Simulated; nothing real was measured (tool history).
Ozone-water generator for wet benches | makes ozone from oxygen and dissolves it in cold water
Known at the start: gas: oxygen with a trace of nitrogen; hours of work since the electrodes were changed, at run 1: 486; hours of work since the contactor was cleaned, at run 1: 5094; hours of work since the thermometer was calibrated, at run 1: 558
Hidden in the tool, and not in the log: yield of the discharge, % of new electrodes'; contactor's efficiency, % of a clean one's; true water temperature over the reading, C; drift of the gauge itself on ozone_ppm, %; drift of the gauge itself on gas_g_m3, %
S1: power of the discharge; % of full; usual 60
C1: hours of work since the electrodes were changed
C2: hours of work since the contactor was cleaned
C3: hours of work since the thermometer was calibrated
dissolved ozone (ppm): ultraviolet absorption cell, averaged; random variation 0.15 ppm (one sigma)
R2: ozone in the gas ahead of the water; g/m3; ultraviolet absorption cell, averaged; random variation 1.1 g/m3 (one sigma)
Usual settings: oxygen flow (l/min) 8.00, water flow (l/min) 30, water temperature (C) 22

run 1 hour=0.0 | S1=60 oxygen_flow_(l/min)=8.00 water_flow_(l/min)=30 water_temperature_(C)=22 | C1=486 C2=5094 C3=558 | dissolved_ozone_(ppm)=18.2 R2=199.9
run 2 hour=54.6 | S1=60 oxygen_flow_(l/min)=8.00 water_flow_(l/min)=30 water_temperature_(C)=22 | C1=532 C2=5140 C3=605 | dissolved_ozone_(ppm)=17.9 R2=197.5
run 3 hour=102.9 | S1=60 oxygen_flow_(l/min)=8.00 water_flow_(l/min)=30 water_temperature_(C)=22 | C1=573 C2=5181 C3=646 | dissolved_ozone_(ppm)=18.0 R2=199.4
run 4 hour=152.0 | S1=60 oxygen_flow_(l/min)=8.00 water_flow_(l/min)=30 water_temperature_(C)=22 | C1=615 C2=5223 C3=687 | dissolved_ozone_(ppm)=18.0 R2=199.4
run 5 hour=179.4 | S1=60 oxygen_flow_(l/min)=8.00 water_flow_(l/min)=30 water_temperature_(C)=22 | C1=638 C2=5246 C3=711 | dissolved_ozone_(ppm)=17.9 R2=198.4
run 6 hour=209.5 | S1=60 oxygen_flow_(l/min)=8.00 water_flow_(l/min)=30 water_temperature_(C)=22 | C1=663 C2=5272 C3=736 | dissolved_ozone_(ppm)=17.9 R2=197.8
run 7 hour=261.2 | S1=60 oxygen_flow_(l/min)=8.00 water_flow_(l/min)=30 water_temperature_(C)=22 | C1=707 C2=5315 C3=780 | dissolved_ozone_(ppm)=18.0 R2=198.9
run 8 hour=297.3 | S1=60 oxygen_flow_(l/min)=8.00 water_flow_(l/min)=30 water_temperature_(C)=22 | C1=738 C2=5346 C3=811 | dissolved_ozone_(ppm)=18.0 R2=199.7
run 9 hour=340.2 | S1=60 oxygen_flow_(l/min)=8.00 water_flow_(l/min)=30 water_temperature_(C)=22 | C1=774 C2=5382 C3=847 | dissolved_ozone_(ppm)=18.2 R2=200.7
run 10 hour=396.6 | S1=60 oxygen_flow_(l/min)=8.00 water_flow_(l/min)=30 water_temperature_(C)=22 | C1=822 C2=5430 C3=895 | dissolved_ozone_(ppm)=18.0 R2=199.0
run 11 hour=446.6 | S1=60 oxygen_flow_(l/min)=8.00 water_flow_(l/min)=30 water_temperature_(C)=22 | C1=865 C2=5473 C3=937 | dissolved_ozone_(ppm)=18.1 R2=197.7
run 12 hour=491.0 | S1=60 oxygen_flow_(l/min)=8.00 water_flow_(l/min)=22 water_temperature_(C)=22 | C1=902 C2=5510 C3=975 | dissolved_ozone_(ppm)=22.6 R2=198.7
-- hour=542.2 contactor cleaned
run 13 hour=553.9 | S1=60 oxygen_flow_(l/min)=8.00 water_flow_(l/min)=30 water_temperature_(C)=22 | C1=952 C2=10 C3=1025 | dissolved_ozone_(ppm)=19.0 R2=196.6
run 14 hour=613.7 | S1=60 oxygen_flow_(l/min)=8.00 water_flow_(l/min)=30 water_temperature_(C)=22 | C1=1003 C2=61 C3=1076 | dissolved_ozone_(ppm)=19.0 R2=196.0
run 15 hour=654.6 | S1=60 oxygen_flow_(l/min)=8.00 water_flow_(l/min)=30 water_temperature_(C)=22 | C1=1038 C2=95 C3=1110 | dissolved_ozone_(ppm)=18.8 R2=198.9
run 16 hour=714.9 | S1=52 oxygen_flow_(l/min)=8.00 water_flow_(l/min)=30 water_temperature_(C)=22 | C1=1089 C2=147 C3=1162 | dissolved_ozone_(ppm)=17.1 R2=177.4
run 17 hour=772.1 | S1=60 oxygen_flow_(l/min)=8.00 water_flow_(l/min)=30 water_temperature_(C)=22 | C1=1137 C2=195 C3=1210 | dissolved_ozone_(ppm)=18.7 R2=197.0
run 18 hour=797.6 | S1=63 oxygen_flow_(l/min)=8.00 water_flow_(l/min)=30 water_temperature_(C)=20 | C1=1159 C2=217 C3=1232 | dissolved_ozone_(ppm)=20.4 R2=207.4
run 19 hour=828.3 | S1=89 oxygen_flow_(l/min)=8.00 water_flow_(l/min)=23 water_temperature_(C)=17 | C1=1185 C2=243 C3=1258 | dissolved_ozone_(ppm)=34.1 R2=269.2
run 20 hour=882.8 | S1=89 oxygen_flow_(l/min)=8.00 water_flow_(l/min)=23 water_temperature_(C)=17 | C1=1231 C2=289 C3=1304 | dissolved_ozone_(ppm)=33.8 R2=270.1
run 21 hour=920.7 | S1=50 oxygen_flow_(l/min)=8.00 water_flow_(l/min)=23 water_temperature_(C)=17 | C1=1263 C2=321 C3=1336 | dissolved_ozone_(ppm)=21.6 R2=170.7
run 22 hour=960.4 | S1=50 oxygen_flow_(l/min)=8.00 water_flow_(l/min)=23 water_temperature_(C)=17 | C1=1297 C2=355 C3=1370 | dissolved_ozone_(ppm)=21.6 R2=172.2
run 23 hour=1004.5 | S1=51 oxygen_flow_(l/min)=8.00 water_flow_(l/min)=18 water_temperature_(C)=22 | C1=1335 C2=392 C3=1407 | dissolved_ozone_(ppm)=23.5 R2=174.5
run 24 hour=1030.3 | S1=60 oxygen_flow_(l/min)=8.00 water_flow_(l/min)=30 water_temperature_(C)=18 | C1=1356 C2=414 C3=1429 | dissolved_ozone_(ppm)=19.8 R2=197.1

Forecast run 25:
run 25 hour=1090.9 | S1=60 oxygen_flow_(l/min)=5.72 water_flow_(l/min)=30 water_temperature_(C)=19 | C1=1408 C2=466 C3=1481 | dissolved_ozone_(ppm)=? R2=?

dissolved ozone (ppm): 19.4
R2: 232.9 g/m3
Without the tool's hidden state the same run would have given dissolved ozone (ppm) 20.0, R2 238.0 g/m3.
